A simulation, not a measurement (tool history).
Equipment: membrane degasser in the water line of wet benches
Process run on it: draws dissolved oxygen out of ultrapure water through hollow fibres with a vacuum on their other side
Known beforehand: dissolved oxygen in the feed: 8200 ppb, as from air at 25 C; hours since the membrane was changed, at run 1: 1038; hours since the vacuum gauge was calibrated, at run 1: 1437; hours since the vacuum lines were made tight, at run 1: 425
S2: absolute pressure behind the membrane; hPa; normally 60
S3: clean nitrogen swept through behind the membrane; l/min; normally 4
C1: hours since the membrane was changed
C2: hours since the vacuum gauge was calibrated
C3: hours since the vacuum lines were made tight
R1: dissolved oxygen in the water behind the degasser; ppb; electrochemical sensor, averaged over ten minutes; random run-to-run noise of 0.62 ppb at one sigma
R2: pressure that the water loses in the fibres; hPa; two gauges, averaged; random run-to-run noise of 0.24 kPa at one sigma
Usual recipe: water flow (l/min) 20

run 1 hour=0 | water_flow_(l/min)=20 S2=60 S3=4 | C1=1038 C2=1437 C3=425 | R1=56.2 R2=630.3
run 2 hour=62.6 | water_flow_(l/min)=20 S2=60 S3=4 | C1=1101 C2=1500 C3=488 | R1=55.4 R2=631.1
run 3 hour=123.5 | water_flow_(l/min)=20 S2=60 S3=4 | C1=1162 C2=1561 C3=549 | R1=55.7 R2=630.2
run 4 hour=167.2 | water_flow_(l/min)=20 S2=55.6 S3=4 | C1=1206 C2=1604 C3=592 | R1=50.7 R2=628.9
run 5 hour=207.1 | water_flow_(l/min)=20 S2=55.6 S3=4 | C1=1245 C2=1644 C3=632 | R1=50.8 R2=630.7
run 6 hour=261.4 | water_flow_(l/min)=20 S2=55.6 S3=4 | C1=1300 C2=1699 C3=687 | R1=51.1 R2=631.2
run 7 hour=336 | water_flow_(l/min)=20 S2=60 S3=5.51 | C1=1374 C2=1773 C3=761 | R1=47.4 R2=635.3

For run 8, what comes out?
run 8 hour=388.3 | water_flow_(l/min)=20 S2=83.7 S3=1.72 | C1=1427 C2=1826 C3=814 | R1=? R2=?

For run 8 the tool returned R1 161.8 ppb, R2 633.7 hPa.
With the hidden condition absent and the run-to-run variation left alone, this run would have shown R1 158.4 ppb, R2 630.3 hPa.

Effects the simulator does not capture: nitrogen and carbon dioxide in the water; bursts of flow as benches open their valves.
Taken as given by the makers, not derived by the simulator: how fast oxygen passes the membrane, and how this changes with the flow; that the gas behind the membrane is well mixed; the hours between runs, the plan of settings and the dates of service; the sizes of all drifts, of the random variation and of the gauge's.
